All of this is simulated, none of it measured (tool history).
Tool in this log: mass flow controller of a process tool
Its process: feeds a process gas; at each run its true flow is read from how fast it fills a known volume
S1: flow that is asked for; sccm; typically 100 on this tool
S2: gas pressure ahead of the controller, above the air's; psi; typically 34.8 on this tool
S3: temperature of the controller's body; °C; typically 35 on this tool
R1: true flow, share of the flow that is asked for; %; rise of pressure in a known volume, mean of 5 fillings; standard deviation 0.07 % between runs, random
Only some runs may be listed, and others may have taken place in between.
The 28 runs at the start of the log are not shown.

Run 29, hour 9566.3: usual settings but S1 34 sccm, S2 29.6 psi, S3 24 °C. Result: R1 97.26 %.
Run 30, hour 9949.8: usual settings but S1 34 sccm, S2 29.6 psi, S3 24 °C. Result: R1 97.14 %.
Run 31, hour 10410.8: usual settings but S1 34 sccm, S2 29.6 psi, S3 24 °C. Result: R1 97.12 %.
Run 32, hour 10887.3: usual settings but S1 34 sccm, S2 29.6 psi, S3 24 °C. Result: R1 97.23 %.
Run 33, hour 11109.8: usual settings but S1 34 sccm, S2 27.1 psi, S3 33 °C. Result: R1 97.92 %.
Run 34, hour 11395.0: usual settings but S2 31.3 psi, S3 22 °C. Result: R1 97.98 %.
Run 35, hour 11725.7: usual settings but S1 22 sccm, S2 35.2 psi, S3 20 °C. Result: R1 96.43 %.
Run 36, hour 12030.4: usual settings but S1 22 sccm, S2 35.2 psi, S3 20 °C. Result: R1 96.41 %.
Run 37, hour 12268.1: usual settings but S1 30 sccm, S2 23.6 psi, S3 24 °C. Result: R1 97.20 %.
Run 38, hour 12736.3: usual settings but S1 74 sccm, S2 23.2 psi, S3 36 °C. Result: R1 99.15 %.
At hour 13152.8: controller exchanged for a calibrated one.
Run 39, hour 13152.8: usual settings but S1 74 sccm, S2 23.2 psi, S3 36 °C. Result: R1 99.02 %.

What does the tool deliver on the next run?
Run 40, hour 13422.0: usual settings but S1 74 sccm, S2 23.2 psi, S3 36 °C. Result: R1 ?.

{"run 40": {"R1": 99.01}}
With the hidden condition absent and the run-to-run variation left alone, this run would have shown R1 99.01 %.

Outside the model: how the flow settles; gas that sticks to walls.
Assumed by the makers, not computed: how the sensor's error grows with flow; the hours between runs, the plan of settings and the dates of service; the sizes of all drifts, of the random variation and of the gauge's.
